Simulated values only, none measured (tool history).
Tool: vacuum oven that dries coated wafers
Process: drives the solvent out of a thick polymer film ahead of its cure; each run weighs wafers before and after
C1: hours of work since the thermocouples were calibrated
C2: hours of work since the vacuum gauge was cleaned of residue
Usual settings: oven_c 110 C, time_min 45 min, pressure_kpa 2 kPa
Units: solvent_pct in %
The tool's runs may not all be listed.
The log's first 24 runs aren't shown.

{"run": 25, "hour": 272.7, "oven_c": 121, "time_min": 50, "pressure_kpa": 2, "C1": 844, "C2": 362, "solvent_pct": 1.48}
{"run": 26, "hour": 285.6, "oven_c": 111, "time_min": 49, "pressure_kpa": 2.29, "C1": 851, "C2": 368, "solvent_pct": 2.81}
{"run": 27, "hour": 298.9, "oven_c": 103, "time_min": 62, "pressure_kpa": 3.42, "C1": 858, "C2": 375, "solvent_pct": 5.62}
{"hour": 301.3, "done": "vacuum gauge cleaned of residue and calibrated"}
{"run": 28, "hour": 308.3, "oven_c": 110, "time_min": 45, "pressure_kpa": 2.3, "C1": 862, "C2": 4, "solvent_pct": 3.19}
{"run": 29, "hour": 317.2, "oven_c": 124, "time_min": 45, "pressure_kpa": 1.31, "C1": 866, "C2": 8, "solvent_pct": 0.92}
{"run": 30, "hour": 326.8, "oven_c": 124, "time_min": 45, "pressure_kpa": 1.31, "C1": 871, "C2": 13, "solvent_pct": 0.92}
{"run": 31, "hour": 333.6, "oven_c": 110, "time_min": 45, "pressure_kpa": 5.56, "C1": 875, "C2": 16, "solvent_pct": 6.32}
{"run": 32, "hour": 346.3, "oven_c": 110, "time_min": 36, "pressure_kpa": 5.56, "C1": 881, "C2": 23, "solvent_pct": 7.03}
{"run": 33, "hour": 358.2, "oven_c": 102, "time_min": 43, "pressure_kpa": 2.46, "C1": 887, "C2": 29, "solvent_pct": 6.23}
{"run": 34, "hour": 370.0, "oven_c": 120, "time_min": 62, "pressure_kpa": 7.26, "C1": 893, "C2": 35, "solvent_pct": 5.25}
{"run": 35, "hour": 379.8, "oven_c": 112, "time_min": 80, "pressure_kpa": 4.68, "C1": 898, "C2": 40, "solvent_pct": 4.49}
{"run": 36, "hour": 387.1, "oven_c": 123, "time_min": 45, "pressure_kpa": 1.51, "C1": 902, "C2": 44, "solvent_pct": 1.1}
{"hour": 391.8, "done": "vacuum gauge cleaned of residue and calibrated, once more"}
{"run": 37, "hour": 405.0, "oven_c": 105, "time_min": 45, "pressure_kpa": 1.51, "C1": 910, "C2": 7, "solvent_pct": 3.78}
{"run": 38, "hour": 416.0, "oven_c": 121, "time_min": 45, "pressure_kpa": 2, "C1": 916, "C2": 12, "solvent_pct": 1.45}
{"run": 39, "hour": 430.7, "oven_c": 117, "time_min": 45, "pressure_kpa": 2, "C1": 923, "C2": 20, "solvent_pct": 1.82}
{"run": 40, "hour": 445.8, "oven_c": 117, "time_min": 45, "pressure_kpa": 2, "C1": 931, "C2": 27, "solvent_pct": 1.62}
{"run": 41, "hour": 455.9, "oven_c": 110, "time_min": 45, "pressure_kpa": 2.44, "C1": 936, "C2": 33, "solvent_pct": 3.32}
{"run": 42, "hour": 465.4, "oven_c": 98, "time_min": 35, "pressure_kpa": 2, "C1": 941, "C2": 37, "solvent_pct": 8.48}
{"run": 43, "hour": 475.3, "oven_c": 98, "time_min": 29, "pressure_kpa": 3.92, "C1": 946, "C2": 43, "solvent_pct": 11.25}
{"run": 44, "hour": 485.0, "oven_c": 112, "time_min": 22, "pressure_kpa": 2, "C1": 951, "C2": 47, "solvent_pct": 5.07}
{"run": 45, "hour": 496.6, "oven_c": 113, "time_min": 46, "pressure_kpa": 1.23, "C1": 957, "C2": 53, "solvent_pct": 1.65}
{"run": 46, "hour": 509.6, "oven_c": 124, "time_min": 69, "pressure_kpa": 2.69, "C1": 964, "C2": 60, "solvent_pct": 1.64}
{"run": 47, "hour": 521.1, "oven_c": 124, "time_min": 69, "pressure_kpa": 2.69, "C1": 969, "C2": 66, "solvent_pct": 1.74}

4 ways to go on from here, each from the tool as it stands after run 47. What would each give?
{"run": "A", "hour": 536.5, "oven_c": 110, "time_min": 75, "pressure_kpa": 2, "C1": 977, "C2": 74, "solvent_pct": "?"}
{"run": "B", "hour": 536.5, "oven_c": 119, "time_min": 74, "pressure_kpa": 2.69, "C1": 977, "C2": 74, "solvent_pct": "?"}
{"run": "C", "hour": 536.5, "oven_c": 105, "time_min": 45, "pressure_kpa": 3.14, "C1": 977, "C2": 74, "solvent_pct": "?"}
{"run": "D", "hour": 536.5, "oven_c": 119, "time_min": 69, "pressure_kpa": 1.05, "C1": 977, "C2": 74, "solvent_pct": "?"}

run=A solvent_pct=2.3
run=B solvent_pct=2.04
run=C solvent_pct=5.63
run=D solvent_pct=0.79
Without the tool's hidden state the same runs would have given:
run=A solvent_pct=2.16
run=B solvent_pct=1.94
run=C solvent_pct=5.2
run=D solvent_pct=0.74

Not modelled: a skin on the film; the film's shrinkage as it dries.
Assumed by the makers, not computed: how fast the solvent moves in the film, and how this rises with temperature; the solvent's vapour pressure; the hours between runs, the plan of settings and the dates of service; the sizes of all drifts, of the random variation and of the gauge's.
